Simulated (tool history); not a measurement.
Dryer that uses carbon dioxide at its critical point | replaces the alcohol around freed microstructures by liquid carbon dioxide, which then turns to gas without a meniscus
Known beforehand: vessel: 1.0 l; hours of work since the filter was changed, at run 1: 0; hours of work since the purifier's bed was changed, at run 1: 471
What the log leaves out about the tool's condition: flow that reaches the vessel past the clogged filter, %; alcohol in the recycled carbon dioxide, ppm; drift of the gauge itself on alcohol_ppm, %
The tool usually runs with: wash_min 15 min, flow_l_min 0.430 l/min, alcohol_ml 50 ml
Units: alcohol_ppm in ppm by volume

run     day  wash_min  flow_l_min  alcohol_ml  hours of work since the filter was changed  hours of work since the purifier's bed was changed  alcohol_ppm
  1   0.000        15       0.430          50                                           0                                                 471          352
  2   1.229        15       0.430          50                                          16                                                 488          358
  3   3.017        15       0.317          50                                          40                                                 512          918
  4   4.504        15       0.327          50                                          60                                                 532          836
  5   5.858        13       0.430          50                                          78                                                 550          576
  6   6.921        12       0.430          50                                          93                                                 564          728
  7   8.079        12       0.430          50                                         108                                                 580          737
  8   9.154        15       0.430          50                                         122                                                 594          418
  9  10.954        15       0.311          50                                         146                                                 618         1078
 10  11.917        14       0.430          50                                         159                                                 631          511
     12.150  -- purifier's bed changed
 11  13.383        14       0.430          50                                         177                                                  16          240
 12  15.221        14       0.430          50                                         202                                                  41          260
 13  16.892        14       0.430          50                                         224                                                  63          264
 14  17.988        14       0.430          50                                         239                                                  78          278

Forecast run 15:
 15  19.467        15       0.430          83                                         259                                                  98            ?

alcohol_ppm: 315 ppm by volume
Had the tool carried no hidden state, the very same run would have given alcohol_ppm 200 ppm by volume.

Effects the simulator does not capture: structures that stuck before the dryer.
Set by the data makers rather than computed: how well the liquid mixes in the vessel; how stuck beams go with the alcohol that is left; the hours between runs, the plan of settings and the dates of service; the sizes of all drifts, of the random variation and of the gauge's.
